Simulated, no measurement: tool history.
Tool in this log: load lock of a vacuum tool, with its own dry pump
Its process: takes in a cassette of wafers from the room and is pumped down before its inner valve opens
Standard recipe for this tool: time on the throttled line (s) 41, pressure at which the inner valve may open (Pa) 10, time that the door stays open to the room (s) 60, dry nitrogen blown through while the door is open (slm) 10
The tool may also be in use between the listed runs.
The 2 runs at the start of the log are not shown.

| run | hour | time on the throttled line (s) | pressure at which the inner valve may open (Pa) | time that the door stays open to the room (s) | dry nitrogen blown through while the door is open (slm) | hours that the pump has run since its overhaul | times that the door has closed on its seal | incoming humidity of the room's air, % | time from the closed door until the inner valve may open (s) | rise of the pressure with all valves shut (Pa/min) |
|---|---|---|---|---|---|---|---|---|---|---|
| 3 | 748.1 | 41 | 10 | 60 | 10 | 2539 | 10984 | 49.8 | 66.5 | 0.226 |
| 4 | 1168.9 | 41 | 7 | 60 | 10 | 2960 | 12805 | 44.2 | 67.3 | 0.261 |
| 5 | 1410.9 | 41 | 10 | 60 | 10 | 3202 | 13852 | 45.8 | 65.8 | 0.296 |
| 6 | 1636.9 | 41 | 10 | 60 | 10 | 3427 | 14829 | 45.3 | 66.0 | 0.322 |
| 7 | 2133.1 | 41 | 10 | 60 | 13 | 3924 | 16976 | 44.0 | 66.5 | 0.390 |
| 8 | 2526.3 | 41 | 10 | 60 | 13 | 4317 | 18678 | 46.1 | 66.1 | 0.442 |
| 9 | 2891.2 | 41 | 10 | 33 | 10 | 4682 | 20256 | 44.4 | 66.7 | 0.504 |
| 10 | 3219.7 | 41 | 10 | 33 | 10 | 5010 | 21677 | 42.9 | 66.6 | 0.568 |
| 11 | 3610.7 | 41 | 8 | 60 | 10 | 5401 | 23369 | 45.8 | 68.2 | 0.635 |
| 12 | 3913.1 | 41 | 10 | 60 | 10 | 5704 | 24678 | 44.6 | 67.4 | 0.684 |
|  | 4381.1 | door's seal changed, seat wiped |
| 13 | 4397.2 | 41 | 10 | 60 | 10 | 6186 | 70 | 43.1 | 67.2 | 0.029 |
| 14 | 4638.7 | 41 | 10 | 60 | 10 | 6428 | 1115 | 44.4 | 67.5 | 0.035 |
| 15 | 4987.5 | 41 | 10 | 61 | 10 | 6777 | 2624 | 44.4 | 67.9 | 0.052 |
| 16 | 5334.7 | 54 | 10 | 60 | 10 | 7124 | 4126 | 44.2 | 77.0 | 0.072 |
| 17 | 5728.9 | 41 | 10 | 60 | 22 | 7518 | 5832 | 41.6 | 67.0 | 0.090 |
| 18 | 6066.5 | 41 | 10 | 60 | 22 | 7856 | 7292 | 45.5 | 67.4 | 0.110 |
| 19 | 6522.2 | 41 | 10 | 60 | 22 | 8311 | 9264 | 49.3 | 68.0 | 0.154 |
| 20 | 6852.5 | 30 | 20 | 26 | 22 | 8642 | 10693 | 46.9 | 56.4 | 0.172 |
| 21 | 7086.7 | 30 | 20 | 26 | 22 | 8876 | 11706 | 44.9 | 57.0 | 0.208 |

Run 22, settings as shown, results not yet in. Your forecast:
| 22 | 7490.1 | 54 | 10 | 60 | 29 | 9279 | 13451 | 45.5 | ? | ? |

{"run 22": {"time from the closed door until the inner valve may open (s)": 78.4, "rise of the pressure with all valves shut (Pa/min)": 0.26}}
With the hidden condition absent and the run-to-run variation left alone, this run would have shown time from the closed door until the inner valve may open (s) 75.8, rise of the pressure with all valves shut (Pa/min) 0.020.

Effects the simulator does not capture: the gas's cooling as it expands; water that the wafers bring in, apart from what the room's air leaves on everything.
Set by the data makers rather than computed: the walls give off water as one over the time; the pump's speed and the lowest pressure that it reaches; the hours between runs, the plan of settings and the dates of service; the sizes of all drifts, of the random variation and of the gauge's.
